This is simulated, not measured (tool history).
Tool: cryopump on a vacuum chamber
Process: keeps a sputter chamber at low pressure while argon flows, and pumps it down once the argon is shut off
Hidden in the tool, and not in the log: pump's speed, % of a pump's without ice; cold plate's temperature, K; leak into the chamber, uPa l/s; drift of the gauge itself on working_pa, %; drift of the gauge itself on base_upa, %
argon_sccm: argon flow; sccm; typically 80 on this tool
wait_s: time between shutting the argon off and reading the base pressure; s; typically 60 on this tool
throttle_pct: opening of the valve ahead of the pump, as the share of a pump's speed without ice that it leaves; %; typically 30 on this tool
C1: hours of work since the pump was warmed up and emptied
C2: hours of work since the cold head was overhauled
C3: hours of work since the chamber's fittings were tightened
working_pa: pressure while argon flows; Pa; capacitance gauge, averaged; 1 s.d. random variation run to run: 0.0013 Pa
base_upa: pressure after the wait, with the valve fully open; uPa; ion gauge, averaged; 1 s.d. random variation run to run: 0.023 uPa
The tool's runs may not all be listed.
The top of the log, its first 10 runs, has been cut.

{"run": 11, "hour": 214.8, "argon_sccm": 80, "wait_s": 60, "throttle_pct": 19, "C1": 314, "C2": 314, "C3": 1446, "working_pa": 0.4694, "base_upa": 1.04}
{"run": 12, "hour": 238.9, "argon_sccm": 80, "wait_s": 60, "throttle_pct": 19, "C1": 334, "C2": 334, "C3": 1466, "working_pa": 0.4719, "base_upa": 1.06}
{"run": 13, "hour": 264.8, "argon_sccm": 80, "wait_s": 60, "throttle_pct": 19, "C1": 356, "C2": 356, "C3": 1488, "working_pa": 0.4732, "base_upa": 1.16}
{"run": 14, "hour": 290.6, "argon_sccm": 80, "wait_s": 60, "throttle_pct": 19, "C1": 377, "C2": 377, "C3": 1509, "working_pa": 0.4726, "base_upa": 1.12}
{"run": 15, "hour": 314.1, "argon_sccm": 80, "wait_s": 60, "throttle_pct": 19, "C1": 397, "C2": 397, "C3": 1528, "working_pa": 0.474, "base_upa": 1.13}
{"run": 16, "hour": 331.9, "argon_sccm": 80, "wait_s": 60, "throttle_pct": 19, "C1": 411, "C2": 411, "C3": 1543, "working_pa": 0.4735, "base_upa": 1.13}
{"run": 17, "hour": 351.0, "argon_sccm": 80, "wait_s": 40, "throttle_pct": 19, "C1": 427, "C2": 427, "C3": 1559, "working_pa": 0.4764, "base_upa": 1.46}
{"run": 18, "hour": 372.8, "argon_sccm": 65, "wait_s": 158, "throttle_pct": 21, "C1": 445, "C2": 445, "C3": 1577, "working_pa": 0.3505, "base_upa": 0.77}
{"run": 19, "hour": 395.2, "argon_sccm": 68, "wait_s": 41, "throttle_pct": 16, "C1": 463, "C2": 463, "C3": 1595, "working_pa": 0.4794, "base_upa": 1.49}
{"run": 20, "hour": 413.4, "argon_sccm": 81, "wait_s": 48, "throttle_pct": 28, "C1": 479, "C2": 479, "C3": 1610, "working_pa": 0.3334, "base_upa": 1.28}
{"run": 21, "hour": 440.9, "argon_sccm": 80, "wait_s": 60, "throttle_pct": 27, "C1": 501, "C2": 501, "C3": 1633, "working_pa": 0.3406, "base_upa": 1.16}
{"run": 22, "hour": 463.4, "argon_sccm": 80, "wait_s": 60, "throttle_pct": 27, "C1": 520, "C2": 520, "C3": 1652, "working_pa": 0.3398, "base_upa": 1.18}
{"run": 23, "hour": 494.0, "argon_sccm": 80, "wait_s": 60, "throttle_pct": 27, "C1": 545, "C2": 545, "C3": 1677, "working_pa": 0.3422, "base_upa": 1.13}
{"run": 24, "hour": 516.5, "argon_sccm": 92, "wait_s": 60, "throttle_pct": 27, "C1": 564, "C2": 564, "C3": 1696, "working_pa": 0.3958, "base_upa": 1.15}
{"run": 25, "hour": 535.4, "argon_sccm": 92, "wait_s": 60, "throttle_pct": 27, "C1": 579, "C2": 579, "C3": 1711, "working_pa": 0.395, "base_upa": 1.23}
{"run": 26, "hour": 559.0, "argon_sccm": 92, "wait_s": 60, "throttle_pct": 27, "C1": 599, "C2": 599, "C3": 1731, "working_pa": 0.395, "base_upa": 1.16}
{"run": 27, "hour": 577.5, "argon_sccm": 92, "wait_s": 24, "throttle_pct": 27, "C1": 614, "C2": 614, "C3": 1746, "working_pa": 0.3964, "base_upa": 2.14}
{"hour": 591.3, "done": "leaking fittings of the chamber tightened, without venting"}
{"run": 28, "hour": 604.0, "argon_sccm": 43, "wait_s": 48, "throttle_pct": 30, "C1": 634, "C2": 634, "C3": 10, "working_pa": 0.1696, "base_upa": 1.06}
{"run": 29, "hour": 634.6, "argon_sccm": 80, "wait_s": 40, "throttle_pct": 19, "C1": 659, "C2": 659, "C3": 36, "working_pa": 0.4891, "base_upa": 1.17}
{"run": 30, "hour": 659.2, "argon_sccm": 80, "wait_s": 40, "throttle_pct": 19, "C1": 680, "C2": 680, "C3": 56, "working_pa": 0.4839, "base_upa": 1.27}
{"run": 31, "hour": 687.7, "argon_sccm": 80, "wait_s": 40, "throttle_pct": 19, "C1": 703, "C2": 703, "C3": 80, "working_pa": 0.4839, "base_upa": 1.23}
{"run": 32, "hour": 711.1, "argon_sccm": 33, "wait_s": 40, "throttle_pct": 19, "C1": 723, "C2": 723, "C3": 99, "working_pa": 0.2006, "base_upa": 1.24}
{"run": 33, "hour": 726.3, "argon_sccm": 33, "wait_s": 40, "throttle_pct": 19, "C1": 735, "C2": 735, "C3": 111, "working_pa": 0.2007, "base_upa": 1.24}

Below are 3 alternative next runs, each starting from the tool's condition after run 33. Predict each:
{"run": "A", "hour": 745.9, "argon_sccm": 33, "wait_s": 134, "throttle_pct": 19, "C1": 751, "C2": 751, "C3": 128, "working_pa": "?", "base_upa": "?"}
{"run": "B", "hour": 745.9, "argon_sccm": 36, "wait_s": 40, "throttle_pct": 45, "C1": 751, "C2": 751, "C3": 128, "working_pa": "?", "base_upa": "?"}
{"run": "C", "hour": 745.9, "argon_sccm": 81, "wait_s": 60, "throttle_pct": 53, "C1": 751, "C2": 751, "C3": 128, "working_pa": "?", "base_upa": "?"}

run=A working_pa=0.2021 base_upa=0.61
run=B working_pa=0.1015 base_upa=1.23
run=C working_pa=0.195 base_upa=0.96
The same runs, with their run-to-run variation unchanged, on a tool lacking any hidden condition would have given:
run=A working_pa=0.1896 base_upa=0.5
run=B working_pa=0.088 base_upa=1.12
run=C working_pa=0.165 base_upa=0.85
